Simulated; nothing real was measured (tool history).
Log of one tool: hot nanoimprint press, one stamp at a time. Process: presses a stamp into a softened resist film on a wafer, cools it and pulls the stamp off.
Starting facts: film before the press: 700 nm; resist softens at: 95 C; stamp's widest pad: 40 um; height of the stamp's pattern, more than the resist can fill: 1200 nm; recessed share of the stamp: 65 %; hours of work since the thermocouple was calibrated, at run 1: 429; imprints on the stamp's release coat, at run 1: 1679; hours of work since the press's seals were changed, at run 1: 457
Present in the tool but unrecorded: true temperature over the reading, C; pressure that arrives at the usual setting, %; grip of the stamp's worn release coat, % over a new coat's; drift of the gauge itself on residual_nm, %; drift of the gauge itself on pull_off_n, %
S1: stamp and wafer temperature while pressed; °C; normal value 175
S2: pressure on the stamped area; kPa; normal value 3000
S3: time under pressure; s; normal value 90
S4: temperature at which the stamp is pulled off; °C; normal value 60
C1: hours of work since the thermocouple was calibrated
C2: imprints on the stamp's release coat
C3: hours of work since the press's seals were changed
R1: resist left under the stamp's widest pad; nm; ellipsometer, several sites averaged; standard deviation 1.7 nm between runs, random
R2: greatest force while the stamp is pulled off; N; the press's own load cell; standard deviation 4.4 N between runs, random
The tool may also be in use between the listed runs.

run 1 day=0 | S1=175 S2=3000 S3=90 S4=60 | C1=429 C2=1679 C3=457 | R1=351.9 R2=340
run 2 day=0.979 | S1=175 S2=3000 S3=90 S4=60 | C1=439 C2=1735 C3=467 | R1=357.1 R2=329
run 3 day=1.883 | S1=175 S2=3000 S3=90 S4=60 | C1=448 C2=1788 C3=476 | R1=353.5 R2=336
run 4 day=2.475 | S1=175 S2=3000 S3=90 S4=60 | C1=454 C2=1822 C3=482 | R1=352.4 R2=344
-- day=3.25 stamp cleaned and given a new release coat
run 5 day=3.404 | S1=175 S2=3000 S3=90 S4=54 | C1=460 C2=9 C3=488 | R1=352.6 R2=250
run 6 day=4.517 | S1=175 S2=3000 S3=90 S4=54 | C1=471 C2=73 C3=499 | R1=357.1 R2=258
run 7 day=5.538 | S1=175 S2=3000 S3=90 S4=54 | C1=482 C2=132 C3=509 | R1=357.3 R2=260
run 8 day=6.671 | S1=175 S2=3000 S3=90 S4=54 | C1=493 C2=197 C3=521 | R1=355.7 R2=281
run 9 day=7.742 | S1=175 S2=3000 S3=90 S4=52 | C1=503 C2=258 C3=531 | R1=357.4 R2=289
run 10 day=8.721 | S1=175 S2=3000 S3=90 S4=52 | C1=513 C2=315 C3=541 | R1=356.6 R2=300
run 11 day=9.542 | S1=175 S2=3000 S3=90 S4=52 | C1=521 C2=362 C3=549 | R1=358.4 R2=295
run 12 day=10.221 | S1=175 S2=3000 S3=90 S4=52 | C1=528 C2=401 C3=556 | R1=360.2 R2=300
run 13 day=11.35 | S1=175 S2=3000 S3=88 S4=60 | C1=539 C2=466 C3=567 | R1=365.8 R2=257
run 14 day=12 | S1=175 S2=3000 S3=88 S4=60 | C1=546 C2=503 C3=573 | R1=364.5 R2=258
run 15 day=12.621 | S1=175 S2=3000 S3=88 S4=60 | C1=552 C2=539 C3=580 | R1=366.7 R2=253
run 16 day=13.475 | S1=175 S2=3000 S3=79 S4=60 | C1=560 C2=589 C3=588 | R1=377 R2=268
run 17 day=14.246 | S1=175 S2=3000 S3=79 S4=60 | C1=568 C2=633 C3=596 | R1=376.8 R2=273
run 18 day=15.254 | S1=175 S2=3240 S3=79 S4=50 | C1=578 C2=691 C3=606 | R1=364.8 R2=335
-- day=15.721 plate thermocouple calibrated
run 19 day=16.225 | S1=175 S2=3470 S3=167 S4=60 | C1=5 C2=740 C3=614 | R1=248.5 R2=262
run 20 day=17.446 | S1=184 S2=3470 S3=52 S4=47 | C1=17 C2=810 C3=626 | R1=274.4 R2=347
run 21 day=18.35 | S1=181 S2=4330 S3=167 S4=62 | C1=26 C2=862 C3=635 | R1=175.6 R2=257
run 22 day=19.521 | S1=170 S2=2910 S3=90 S4=60 | C1=38 C2=929 C3=647 | R1=410.2 R2=264
run 23 day=20.025 | S1=170 S2=2910 S3=90 S4=60 | C1=43 C2=958 C3=652 | R1=405.4 R2=261
run 24 day=21.233 | S1=173 S2=4190 S3=142 S4=58 | C1=55 C2=1028 C3=664 | R1=264 R2=293
run 25 day=21.879 | S1=184 S2=4380 S3=106 S4=55 | C1=61 C2=1065 C3=670 | R1=188.7 R2=325
run 26 day=22.733 | S1=184 S2=4380 S3=106 S4=58 | C1=69 C2=1114 C3=678 | R1=187.9 R2=294
run 27 day=23.9 | S1=177 S2=3520 S3=67 S4=48 | C1=81 C2=1181 C3=690 | R1=322.6 R2=357

Difference, measured minus no-hidden-state, one row per run. Run-to-run variation is common to both terms; the gauge's own scatter need not be:
run=1 R1=+28 R2=+116
run=2 R1=+29 R2=+115
run=3 R1=+29.3 R2=+120
run=4 R1=+29.6 R2=+125
run=5 R1=+29.9 R2=+11
run=6 R1=+30.9 R2=+15
run=7 R1=+31.6 R2=+19
run=8 R1=+32.1 R2=+25
run=9 R1=+32.9 R2=+29
run=10 R1=+33.5 R2=+34
run=11 R1=+34.1 R2=+37
run=12 R1=+34.7 R2=+40
run=13 R1=+35.8 R2=+40
run=14 R1=+36 R2=+42
run=15 R1=+36.6 R2=+43
run=16 R1=+37.5 R2=+48
run=17 R1=+38.1 R2=+52
run=18 R1=+38.7 R2=+65
run=19 R1=+8.8 R2=+44
run=20 R1=+10 R2=+63
run=21 R1=+8.6 R2=+49
run=22 R1=+12.5 R2=+54
run=23 R1=+12.8 R2=+55
run=24 R1=+13.7 R2=+66
run=25 R1=+10.5 R2=+75
run=26 R1=+10.8 R2=+70
run=27 R1=+15.2 R2=+88

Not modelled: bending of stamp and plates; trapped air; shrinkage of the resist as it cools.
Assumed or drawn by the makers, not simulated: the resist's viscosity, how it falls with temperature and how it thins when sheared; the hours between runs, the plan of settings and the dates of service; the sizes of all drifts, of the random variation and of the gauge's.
